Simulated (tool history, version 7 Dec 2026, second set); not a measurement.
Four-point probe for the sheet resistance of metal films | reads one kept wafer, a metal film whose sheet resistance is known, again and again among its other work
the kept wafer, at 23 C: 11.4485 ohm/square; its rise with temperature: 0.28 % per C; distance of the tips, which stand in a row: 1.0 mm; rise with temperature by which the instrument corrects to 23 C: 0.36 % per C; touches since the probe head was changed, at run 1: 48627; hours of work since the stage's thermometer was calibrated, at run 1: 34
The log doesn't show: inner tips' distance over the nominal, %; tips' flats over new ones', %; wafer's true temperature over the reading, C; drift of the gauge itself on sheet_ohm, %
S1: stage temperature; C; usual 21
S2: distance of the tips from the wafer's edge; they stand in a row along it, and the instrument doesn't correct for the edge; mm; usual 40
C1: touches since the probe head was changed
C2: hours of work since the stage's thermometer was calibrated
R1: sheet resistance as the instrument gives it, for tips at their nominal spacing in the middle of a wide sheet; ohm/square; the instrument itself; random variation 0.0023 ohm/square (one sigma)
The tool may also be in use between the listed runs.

run	day	S1	S2	C1	C2	R1
1	0.000	21	40	48627	34	11.397037
2	1.558	21	40	49924	51	11.393321
3	2.871	19	40	51014	65	11.411023
4	4.150	21	4	52079	79	11.758561
5	5.158	21	40	52918	90	11.393944
6	6.225	21	40	53806	101	11.398494
7	7.129	34	40	54559	111	11.275356
8	8.454	34	37	55660	125	11.281260
9	9.854	34	37	56828	140	11.274422
10	11.300	34	37	58031	156	11.276524
11	12.917	34	37	59376	173	11.275234
12	14.604	34	37	60777	191	11.275680
13	16.058	34	37	61988	207	11.276986
14	17.308	34	37	63028	220	11.275644
15	18.950	34	37	64394	238	11.276616
16	19.725	34	37	65039	246	11.273957
17	20.517	20	11	65698	255	11.443780
18	21.721	28	41	66701	268	11.324067
19	23.425	21	9	68119	286	11.459921
20	24.200	33	63	68764	294	11.279736
21	25.142	27	15	69547	304	11.353570
22	26.438	27	15	70625	318	11.353188
23	28.138	33	9	72040	337	11.351510
24	29.288	20	8	72998	349	11.484925
25	30.938	25	42	74371	367	11.347799
26	31.971	24	68	75231	378	11.358015
27	33.200	24	68	76251	391	11.354923
28	34.029	18	9	76941	400	11.483571
29	35.733	30	6	78361	418	11.470185
30	37.292	30	66	79657	435	11.300709
31	38.442	32	48	80612	447	11.289449
32	39.979	32	48	81894	464	11.284457

Hidden state or all else? Some run-to-run changes of R1, split into what the settings, what came in and random variation would give without the hidden state, and what is left for the hidden state (with any gauge scatter that isn't in both results):
Run 3 -> 4: S1 19 -> 21, S2 40 -> 4. R1 +0.347538 ohm/square: hidden state -0.002517, all else +0.350055.
Run 4 -> 5: S2 4 -> 40. R1 -0.364617 ohm/square: hidden state +0.002053, all else -0.366670.
Run 16 -> 17: S1 34 -> 20, S2 37 -> 11. R1 +0.169823 ohm/square: hidden state -0.001417, all else +0.171240.
Run 19 -> 20: S1 21 -> 33, S2 9 -> 63. R1 -0.180185 ohm/square: hidden state +0.001081, all else -0.181266.
